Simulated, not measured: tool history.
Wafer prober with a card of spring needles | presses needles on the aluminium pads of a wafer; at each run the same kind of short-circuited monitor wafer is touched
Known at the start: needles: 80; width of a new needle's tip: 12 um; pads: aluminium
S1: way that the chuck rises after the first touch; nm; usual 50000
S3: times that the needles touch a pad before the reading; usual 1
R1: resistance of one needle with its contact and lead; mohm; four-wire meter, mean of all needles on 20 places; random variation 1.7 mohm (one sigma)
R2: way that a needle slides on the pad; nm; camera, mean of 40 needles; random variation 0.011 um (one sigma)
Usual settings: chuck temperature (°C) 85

Run 1, hour 0: usual settings. Result: R1 260 mohm, R2 6790 nm.
At hour 6.1: tips cleaned on abrasive film.
At hour 18.1: tips cleaned on abrasive film.
At hour 32.5: tips cleaned on abrasive film.
At hour 46.8: tips cleaned on abrasive film.
Run 2, hour 50.7: usual settings. Result: R1 240 mohm, R2 6730 nm.
At hour 59.7: tips cleaned on abrasive film.
At hour 74.7: tips cleaned on abrasive film.
Run 3, hour 75.8: usual settings but S1 46000 nm. Result: R1 206 mohm, R2 6170 nm.
At hour 87.5: tips cleaned on abrasive film.
At hour 102.4: tips cleaned on abrasive film.
At hour 117.4: tips cleaned on abrasive film.
Run 4, hour 118.7: usual settings but S1 44000 nm. Result: R1 219 mohm, R2 5890 nm.
At hour 130.7: tips cleaned on abrasive film.
At hour 145.6: tips cleaned on abrasive film.
Run 5, hour 146.7: usual settings but S1 41000 nm. Result: R1 215 mohm, R2 5470 nm.
At hour 158.3: tips cleaned on abrasive film.
At hour 170.3: tips cleaned on abrasive film.
At hour 185.3: tips cleaned on abrasive film.
At hour 185.6: height of the first contact set anew.
Run 6, hour 188.3: usual settings but S3 2. Result: R1 202 mohm, R2 6810 nm.
At hour 200.3: tips cleaned on abrasive film.
At hour 215.1: tips cleaned on abrasive film.
At hour 221.2: tips cleaned on abrasive film, once more.
At hour 236.2: tips cleaned on abrasive film.
Run 7, hour 244.9: usual settings but S3 2. Result: R1 229 mohm, R2 6780 nm.
At hour 250.8: tips cleaned on abrasive film.
At hour 265.7: tips cleaned on abrasive film.
At hour 280.1: tips cleaned on abrasive film.
Run 8, hour 280.1: usual settings but S3 2. Result: R1 173 mohm, R2 6780 nm.
At hour 295.1: tips cleaned on abrasive film.
At hour 309.9: tips cleaned on abrasive film.
At hour 324.9: tips cleaned on abrasive film.
At hour 339.2: tips cleaned on abrasive film.
Run 9, hour 339.2: usual settings but S3 2. Result: R1 176 mohm, R2 6740 nm.
At hour 354: tips cleaned on abrasive film.
At hour 368.6: tips cleaned on abrasive film.
At hour 383.2: tips cleaned on abrasive film.
Run 10, hour 392: usual settings but S3 2. Result: R1 227 mohm, R2 6720 nm.
At hour 397.8: tips cleaned on abrasive film.
At hour 412.4: tips cleaned on abrasive film.
Run 11, hour 420.1: usual settings but S3 2. Result: R1 225 mohm, R2 6690 nm.
At hour 426.2: tips cleaned on abrasive film.
At hour 441: tips cleaned on abrasive film.
At hour 455.8: tips cleaned on abrasive film.
At hour 470.5: tips cleaned on abrasive film.
At hour 473.8: height of the first contact set anew.
Run 12, hour 480.1: usual settings but S3 2. Result: R1 225 mohm, R2 6810 nm.
At hour 483.1: tips cleaned on abrasive film.
At hour 497.7: tips cleaned on abrasive film.
At hour 512.2: tips cleaned on abrasive film.
At hour 525.9: tips cleaned on abrasive film.
Run 13, hour 525.9: usual settings. Result: R1 180 mohm, R2 6800 nm.
At hour 539.9: tips cleaned on abrasive film.
At hour 554.9: tips cleaned on abrasive film.
At hour 569.5: tips cleaned on abrasive film.
Run 14, hour 576.8: usual settings but S3 3. Result: R1 201 mohm, R2 6770 nm.
At hour 582.8: tips cleaned on abrasive film.
At hour 597.8: tips cleaned on abrasive film.
Run 15, hour 603.2: usual settings. Result: R1 253 mohm, R2 6750 nm.
At hour 612.3: tips cleaned on abrasive film.
At hour 624.3: tips cleaned on abrasive film.
At hour 638.7: tips cleaned on abrasive film.
Run 16, hour 641.4: usual settings but S1 46000 nm. Result: R1 235 mohm, R2 6180 nm.
At hour 653.4: tips cleaned on abrasive film.
At hour 667.9: tips cleaned on abrasive film.
Run 17, hour 678.1: usual settings but S1 32000 nm, chuck temperature (°C) 45, S3 3. Result: R1 256 mohm, R2 4280 nm.
At hour 681.1: tips cleaned on abrasive film.
At hour 693.1: tips cleaned on abrasive film.
At hour 708.1: tips cleaned on abrasive film.
Run 18, hour 715.3: usual settings but S1 32000 nm, chuck temperature (°C) 45, S3 3. Result: R1 246 mohm, R2 4240 nm.
At hour 721.3: tips cleaned on abrasive film.
At hour 733.4: tips cleaned on abrasive film.
At hour 748.4: tips cleaned on abrasive film.
Run 19, hour 748.9: usual settings but S1 32000 nm, chuck temperature (°C) 45, S3 3. Result: R1 188 mohm, R2 4230 nm.
At hour 763.3: tips cleaned on abrasive film.
At hour 763.6: height of the first contact set anew.
At hour 775.6: tips cleaned on abrasive film.
At hour 790.2: tips cleaned on abrasive film.
At hour 804.7: tips cleaned on abrasive film.
Run 20, hour 809.2: usual settings but S1 70000 nm, chuck temperature (°C) 96, S3 2. Result: R1 193 mohm, R2 9530 nm.
At hour 817.9: tips cleaned on abrasive film.
At hour 832.6: tips cleaned on abrasive film.
At hour 847.3: tips cleaned on abrasive film.
At hour 860.3: tips cleaned on abrasive film.
Run 21, hour 860.3: usual settings but chuck temperature (°C) 70. Result: R1 171 mohm, R2 6760 nm.
At hour 874.6: tips cleaned on abrasive film.
At hour 889.2: tips cleaned on abrasive film.
At hour 904.1: tips cleaned on abrasive film.
Run 22, hour 911.3: usual settings but chuck temperature (°C) 112. Result: R1 268 mohm, R2 6740 nm.
At hour 917.3: tips cleaned on abrasive film.
At hour 931.8: tips cleaned on abrasive film.
At hour 943.8: tips cleaned on abrasive film.
Run 23, hour 947.5: usual settings but S1 53000 nm, chuck temperature (°C) 31. Result: R1 232 mohm, R2 7130 nm.
At hour 956.5: tips cleaned on abrasive film.
At hour 971.2: tips cleaned on abrasive film.
Run 24, hour 975.2: usual settings but S1 53000 nm, chuck temperature (°C) 31. Result: R1 243 mohm, R2 7130 nm.
At hour 983.8: tips cleaned on abrasive film.
At hour 998.1: tips cleaned on abrasive film.
At hour 1013.1: tips cleaned on abrasive film.
At hour 1027.5: tips cleaned on abrasive film.
Run 25, hour 1035.6: usual settings but S1 58000 nm, S3 2. Result: R1 214 mohm, R2 7750 nm.
At hour 1041.6: tips cleaned on abrasive film.
At hour 1050.8: height of the first contact set anew.
At hour 1056.5: tips cleaned on abrasive film.
Run 26, hour 1064.3: usual settings but S1 46000 nm, chuck temperature (°C) 31. Result: R1 273 mohm, R2 6270 nm.
At hour 1070.3: tips cleaned on abrasive film.
At hour 1082.3: tips cleaned on abrasive film.
At hour 1095.9: tips cleaned on abrasive film.
Run 27, hour 1095.9: usual settings but S1 46000 nm, chuck temperature (°C) 108, S3 3. Result: R1 183 mohm, R2 6240 nm.
At hour 1110.4: tips cleaned on abrasive film.
At hour 1124.4: tips cleaned on abrasive film.
Run 28, hour 1132.9: usual settings but chuck temperature (°C) 48, S3 2. Result: R1 226 mohm, R2 6770 nm.
At hour 1138.9: tips cleaned on abrasive film.
At hour 1153.4: tips cleaned on abrasive film.
At hour 1168.2: tips cleaned on abrasive film.
Run 29, hour 1172.7: usual settings but chuck temperature (°C) 48. Result: R1 251 mohm, R2 6750 nm.

3 ways to go on from here, each from the tool as it stands after run 29. What would each give?
At hour 1181.7: tips cleaned on abrasive film.
At hour 1196.7: tips cleaned on abrasive film.
At hour 1211.7: tips cleaned on abrasive film.
Run A, hour 1218.9: usual settings but chuck temperature (°C) 48, S3 2. Result: R1 ?, R2 ?.
At hour 1181.7: tips cleaned on abrasive film.
At hour 1196.7: tips cleaned on abrasive film.
At hour 1211.7: tips cleaned on abrasive film.
Run B, hour 1218.9: usual settings but S1 63000 nm, chuck temperature (°C) 33, S3 2. Result: R1 ?, R2 ?.
At hour 1181.7: tips cleaned on abrasive film.
At hour 1196.7: tips cleaned on abrasive film.
At hour 1211.7: tips cleaned on abrasive film.
Run C, hour 1218.9: usual settings but S1 35000 nm. Result: R1 ?, R2 ?.

run   R1    R2
  A  233  6720
  B  203  8510
  C  370  4690
Without the tool's hidden state the same runs would have given:
run   R1    R2
  A  162  6810
  B  154  8590
  C  172  4780
